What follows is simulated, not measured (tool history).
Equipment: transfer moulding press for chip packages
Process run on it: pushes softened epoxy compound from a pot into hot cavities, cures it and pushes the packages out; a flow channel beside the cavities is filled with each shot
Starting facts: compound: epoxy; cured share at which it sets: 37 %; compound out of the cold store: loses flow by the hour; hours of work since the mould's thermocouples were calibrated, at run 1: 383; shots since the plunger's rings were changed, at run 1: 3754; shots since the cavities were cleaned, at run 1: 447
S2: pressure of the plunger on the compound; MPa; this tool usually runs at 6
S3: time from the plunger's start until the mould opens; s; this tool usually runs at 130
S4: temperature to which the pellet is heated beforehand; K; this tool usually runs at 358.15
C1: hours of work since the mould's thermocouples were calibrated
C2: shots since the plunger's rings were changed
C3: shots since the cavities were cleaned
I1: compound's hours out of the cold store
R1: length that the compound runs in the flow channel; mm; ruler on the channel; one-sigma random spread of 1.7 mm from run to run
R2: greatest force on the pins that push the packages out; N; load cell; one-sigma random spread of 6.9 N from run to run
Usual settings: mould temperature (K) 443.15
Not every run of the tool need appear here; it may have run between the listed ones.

{"run": 1, "hour": 0.0, "mould temperature (K)": 443.15, "S2": 6, "S3": 130, "S4": 358.15, "C1": 383, "C2": 3754, "C3": 447, "I1": 45.1, "R1": 566, "R2": 382}
{"run": 2, "hour": 25.5, "mould temperature (K)": 443.15, "S2": 6, "S3": 156, "S4": 358.15, "C1": 399, "C2": 4001, "C3": 694, "I1": 23.1, "R1": 608, "R2": 426}
{"hour": 29.9, "done": "cavities cleaned with cleaning compound and waxed"}
{"run": 3, "hour": 46.5, "mould temperature (K)": 443.15, "S2": 6, "S3": 156, "S4": 358.15, "C1": 411, "C2": 4189, "C3": 160, "I1": 25.6, "R1": 603, "R2": 308}
{"run": 4, "hour": 81.9, "mould temperature (K)": 443.15, "S2": 6, "S3": 130, "S4": 358.15, "C1": 433, "C2": 4532, "C3": 503, "I1": 14.6, "R1": 624, "R2": 404}
{"hour": 104.6, "done": "cavities cleaned with cleaning compound and waxed"}
{"run": 5, "hour": 115.3, "mould temperature (K)": 443.15, "S2": 6, "S3": 130, "S4": 358.15, "C1": 452, "C2": 4840, "C3": 103, "I1": 46, "R1": 556, "R2": 309}
{"run": 6, "hour": 133.7, "mould temperature (K)": 443.15, "S2": 6, "S3": 130, "S4": 358.15, "C1": 464, "C2": 5019, "C3": 282, "I1": 10.6, "R1": 633, "R2": 349}
{"hour": 164.3, "done": "plunger's sealing rings changed"}
{"run": 7, "hour": 169.4, "mould temperature (K)": 443.15, "S2": 6, "S3": 130, "S4": 355.15, "C1": 484, "C2": 50, "C3": 603, "I1": 42.3, "R1": 591, "R2": 415}
{"hour": 183.4, "done": "cavities cleaned with cleaning compound and waxed"}
{"run": 8, "hour": 197.5, "mould temperature (K)": 443.15, "S2": 6, "S3": 130, "S4": 355.15, "C1": 500, "C2": 307, "C3": 136, "I1": 30.9, "R1": 614, "R2": 334}
{"run": 9, "hour": 221.9, "mould temperature (K)": 443.15, "S2": 6, "S3": 130, "S4": 355.15, "C1": 515, "C2": 543, "C3": 372, "I1": 30.3, "R1": 614, "R2": 376}
{"hour": 257.4, "done": "cavities cleaned with cleaning compound and waxed"}
{"run": 10, "hour": 262.8, "mould temperature (K)": 443.15, "S2": 6, "S3": 130, "S4": 355.15, "C1": 540, "C2": 924, "C3": 52, "I1": 20.3, "R1": 635, "R2": 274}
{"run": 11, "hour": 297.7, "mould temperature (K)": 443.15, "S2": 6, "S3": 130, "S4": 355.15, "C1": 561, "C2": 1262, "C3": 390, "I1": 35.6, "R1": 600, "R2": 370}
{"run": 12, "hour": 328.9, "mould temperature (K)": 443.15, "S2": 6, "S3": 130, "S4": 358.15, "C1": 580, "C2": 1564, "C3": 692, "I1": 10.8, "R1": 651, "R2": 440}
{"hour": 334.3, "done": "cavities cleaned with cleaning compound and waxed"}
{"run": 13, "hour": 366.7, "mould temperature (K)": 443.15, "S2": 6, "S3": 130, "S4": 358.15, "C1": 602, "C2": 1914, "C3": 312, "I1": 48, "R1": 572, "R2": 354}
{"run": 14, "hour": 392.6, "mould temperature (K)": 443.15, "S2": 6, "S3": 130, "S4": 358.15, "C1": 618, "C2": 2165, "C3": 563, "I1": 45.9, "R1": 574, "R2": 400}
{"hour": 410.0, "done": "cavities cleaned with cleaning compound and waxed"}
{"run": 15, "hour": 435.1, "mould temperature (K)": 443.15, "S2": 6, "S3": 130, "S4": 358.15, "C1": 643, "C2": 2561, "C3": 242, "I1": 41.6, "R1": 577, "R2": 326}
{"run": 16, "hour": 460.4, "mould temperature (K)": 443.15, "S2": 6, "S3": 130, "S4": 358.15, "C1": 659, "C2": 2807, "C3": 488, "I1": 20.3, "R1": 620, "R2": 387}

What does the tool deliver on the next run?
{"hour": 485.1, "done": "cavities cleaned with cleaning compound and waxed"}
{"run": 17, "hour": 495.6, "mould temperature (K)": 443.15, "S2": 6, "S3": 146, "S4": 366.15, "C1": 680, "C2": 3132, "C3": 102, "I1": 46.1, "R1": "?", "R2": "?"}

Run 17 measured R1 568 mm, R2 302 N.
Had the tool carried no hidden state, the very same run would have given R1 586 mm, R2 273 N.
